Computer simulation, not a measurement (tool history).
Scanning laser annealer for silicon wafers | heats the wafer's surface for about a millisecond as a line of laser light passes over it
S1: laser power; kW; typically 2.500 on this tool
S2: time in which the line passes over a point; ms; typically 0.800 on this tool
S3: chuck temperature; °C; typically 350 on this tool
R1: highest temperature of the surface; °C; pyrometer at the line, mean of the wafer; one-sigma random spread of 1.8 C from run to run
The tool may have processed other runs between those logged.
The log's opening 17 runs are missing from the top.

run,hour,S1,S2,S3,R1
18,452.8,2.500,0.624,350,976
19,486.5,2.500,0.624,385,1013
20,520.6,2.500,0.624,385,1010
21,546.4,2.500,0.624,385,1011
22,572.5,2.483,0.880,357,1082
23,610.0,2.500,0.800,314,1014
24,630.1,2.233,0.788,333,934
25,652.4,2.233,0.788,333,933
26,677.2,2.233,0.788,333,935
27,695.3,2.233,0.788,333,936
28,720.3,2.233,0.788,333,933
29,738.2,2.233,0.788,333,933
30,761.3,2.461,0.982,318,1071
31,779.7,2.363,0.800,364,1016
32,800.1,2.363,0.800,364,1016
33,825.0,2.402,0.800,321,987
34,860.0,2.461,0.633,350,967
35,880.0,2.226,0.629,350,894
36,911.1,2.633,0.916,337,1131
# hour 915.7: window over the wafer cleaned
37,936.7,2.633,0.916,360,1153
38,961.2,2.288,0.987,350,1037
39,981.1,2.215,0.680,366,923
40,998.0,2.593,0.690,316,1005
41,1032.5,2.661,1.000,377,1215

Below are 3 alternative next runs, each starting from the tool's condition after run 41. Predict each:
A,1065.7,2.661,0.743,326,?
B,1065.7,2.720,0.603,324,?
C,1065.7,2.286,0.800,326,?

run,R1
A,1061
B,1009
C,952
With no hidden state in the tool, these same runs would have given:
run,R1
A,1062
B,1010
C,952

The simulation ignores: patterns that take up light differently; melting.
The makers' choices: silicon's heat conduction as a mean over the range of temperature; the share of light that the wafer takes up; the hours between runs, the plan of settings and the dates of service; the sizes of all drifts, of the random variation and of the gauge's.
